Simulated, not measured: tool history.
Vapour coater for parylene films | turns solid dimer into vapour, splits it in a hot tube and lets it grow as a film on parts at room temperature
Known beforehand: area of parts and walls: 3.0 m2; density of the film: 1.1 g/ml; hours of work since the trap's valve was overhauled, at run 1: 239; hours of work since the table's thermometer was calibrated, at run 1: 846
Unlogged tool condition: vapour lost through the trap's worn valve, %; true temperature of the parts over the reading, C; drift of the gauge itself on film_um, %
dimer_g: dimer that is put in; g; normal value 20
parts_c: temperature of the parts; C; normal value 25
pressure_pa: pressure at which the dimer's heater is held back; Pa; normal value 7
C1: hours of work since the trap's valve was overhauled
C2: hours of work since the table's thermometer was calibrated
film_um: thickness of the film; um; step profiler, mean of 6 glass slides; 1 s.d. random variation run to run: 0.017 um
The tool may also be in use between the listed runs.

{"run": 1, "hour": 0.0, "dimer_g": 20, "parts_c": 25, "pressure_pa": 7, "C1": 239, "C2": 846, "film_um": 2.98}
{"run": 2, "hour": 28.3, "dimer_g": 20, "parts_c": 25, "pressure_pa": 7, "C1": 263, "C2": 870, "film_um": 2.94}
{"run": 3, "hour": 45.2, "dimer_g": 22, "parts_c": 25, "pressure_pa": 7, "C1": 278, "C2": 884, "film_um": 3.24}
{"run": 4, "hour": 61.7, "dimer_g": 22, "parts_c": 25, "pressure_pa": 7, "C1": 292, "C2": 898, "film_um": 3.21}
{"run": 5, "hour": 80.8, "dimer_g": 20, "parts_c": 25, "pressure_pa": 2.55, "C1": 308, "C2": 915, "film_um": 3.66}
{"run": 6, "hour": 97.7, "dimer_g": 13, "parts_c": 25, "pressure_pa": 7, "C1": 322, "C2": 929, "film_um": 1.89}
{"run": 7, "hour": 128.0, "dimer_g": 13, "parts_c": 25, "pressure_pa": 7, "C1": 348, "C2": 955, "film_um": 1.9}
{"run": 8, "hour": 149.0, "dimer_g": 33, "parts_c": 25, "pressure_pa": 7, "C1": 366, "C2": 973, "film_um": 4.75}
{"run": 9, "hour": 171.9, "dimer_g": 33, "parts_c": 18, "pressure_pa": 7, "C1": 386, "C2": 992, "film_um": 6.74}
{"run": 10, "hour": 189.0, "dimer_g": 20, "parts_c": 25, "pressure_pa": 7, "C1": 400, "C2": 1007, "film_um": 2.89}
{"run": 11, "hour": 212.7, "dimer_g": 20, "parts_c": 25, "pressure_pa": 4.66, "C1": 420, "C2": 1027, "film_um": 3.15}
{"run": 12, "hour": 244.6, "dimer_g": 20, "parts_c": 25, "pressure_pa": 4.66, "C1": 448, "C2": 1054, "film_um": 3.18}
{"run": 13, "hour": 266.8, "dimer_g": 11, "parts_c": 25, "pressure_pa": 7, "C1": 466, "C2": 1073, "film_um": 1.55}
{"run": 14, "hour": 298.5, "dimer_g": 20, "parts_c": 25, "pressure_pa": 7, "C1": 493, "C2": 1100, "film_um": 2.83}
{"run": 15, "hour": 324.1, "dimer_g": 20, "parts_c": 25, "pressure_pa": 7, "C1": 515, "C2": 1122, "film_um": 2.85}
{"run": 16, "hour": 352.2, "dimer_g": 15, "parts_c": 25, "pressure_pa": 7, "C1": 539, "C2": 1146, "film_um": 2.12}
{"run": 17, "hour": 375.9, "dimer_g": 20, "parts_c": 25, "pressure_pa": 7, "C1": 559, "C2": 1166, "film_um": 2.82}
{"hour": 402.8, "done": "trap's valve overhauled"}
{"run": 18, "hour": 412.2, "dimer_g": 20, "parts_c": 32, "pressure_pa": 7, "C1": 8, "C2": 1194, "film_um": 2.17}
{"run": 19, "hour": 444.7, "dimer_g": 14, "parts_c": 23, "pressure_pa": 4.99, "C1": 36, "C2": 1221, "film_um": 2.55}
{"run": 20, "hour": 463.4, "dimer_g": 24, "parts_c": 18, "pressure_pa": 4.51, "C1": 52, "C2": 1237, "film_um": 5.71}
{"run": 21, "hour": 482.9, "dimer_g": 24, "parts_c": 18, "pressure_pa": 4.51, "C1": 68, "C2": 1254, "film_um": 5.63}
{"run": 22, "hour": 516.3, "dimer_g": 24, "parts_c": 18, "pressure_pa": 4.51, "C1": 97, "C2": 1282, "film_um": 5.67}
{"run": 23, "hour": 530.9, "dimer_g": 16, "parts_c": 28, "pressure_pa": 6.23, "C1": 109, "C2": 1295, "film_um": 2.13}
{"run": 24, "hour": 559.5, "dimer_g": 14, "parts_c": 26, "pressure_pa": 3.75, "C1": 134, "C2": 1319, "film_um": 2.31}
{"run": 25, "hour": 575.6, "dimer_g": 9, "parts_c": 24, "pressure_pa": 6.24, "C1": 147, "C2": 1333, "film_um": 1.46}
{"run": 26, "hour": 594.3, "dimer_g": 21, "parts_c": 18, "pressure_pa": 2.57, "C1": 163, "C2": 1349, "film_um": 5.54}
{"run": 27, "hour": 615.2, "dimer_g": 16, "parts_c": 23, "pressure_pa": 4.43, "C1": 181, "C2": 1367, "film_um": 2.92}
{"run": 28, "hour": 630.7, "dimer_g": 24, "parts_c": 24, "pressure_pa": 7, "C1": 194, "C2": 1380, "film_um": 3.74}
{"run": 29, "hour": 662.2, "dimer_g": 19, "parts_c": 25, "pressure_pa": 7, "C1": 221, "C2": 1407, "film_um": 2.8}
{"run": 30, "hour": 694.4, "dimer_g": 19, "parts_c": 37, "pressure_pa": 7, "C1": 248, "C2": 1434, "film_um": 1.53}
{"run": 31, "hour": 711.6, "dimer_g": 26, "parts_c": 35, "pressure_pa": 8.19, "C1": 263, "C2": 1449, "film_um": 2.24}
{"run": 32, "hour": 742.8, "dimer_g": 20, "parts_c": 33, "pressure_pa": 7, "C1": 290, "C2": 1475, "film_um": 1.98}
{"run": 33, "hour": 777.7, "dimer_g": 9, "parts_c": 17, "pressure_pa": 2.64, "C1": 319, "C2": 1505, "film_um": 2.42}
{"run": 34, "hour": 795.1, "dimer_g": 30, "parts_c": 30, "pressure_pa": 2.64, "C1": 334, "C2": 1520, "film_um": 4.2}

Predict each of these 4 candidate next runs independently; none follows another, all start after run 34:
{"run": "A", "hour": 818.5, "dimer_g": 27, "parts_c": 25, "pressure_pa": 7, "C1": 354, "C2": 1540, "film_um": "?"}
{"run": "B", "hour": 818.5, "dimer_g": 30, "parts_c": 25, "pressure_pa": 7.72, "C1": 354, "C2": 1540, "film_um": "?"}
{"run": "C", "hour": 818.5, "dimer_g": 20, "parts_c": 32, "pressure_pa": 7, "C1": 354, "C2": 1540, "film_um": "?"}
{"run": "D", "hour": 818.5, "dimer_g": 8, "parts_c": 30, "pressure_pa": 7.05, "C1": 354, "C2": 1540, "film_um": "?"}

run=A film_um=3.95
run=B film_um=4.25
run=C film_um=2.05
run=D film_um=0.9
What these runs would have given with no unlogged condition in the tool:
run=A film_um=4.21
run=B film_um=4.54
run=C film_um=2.19
run=D film_um=0.96
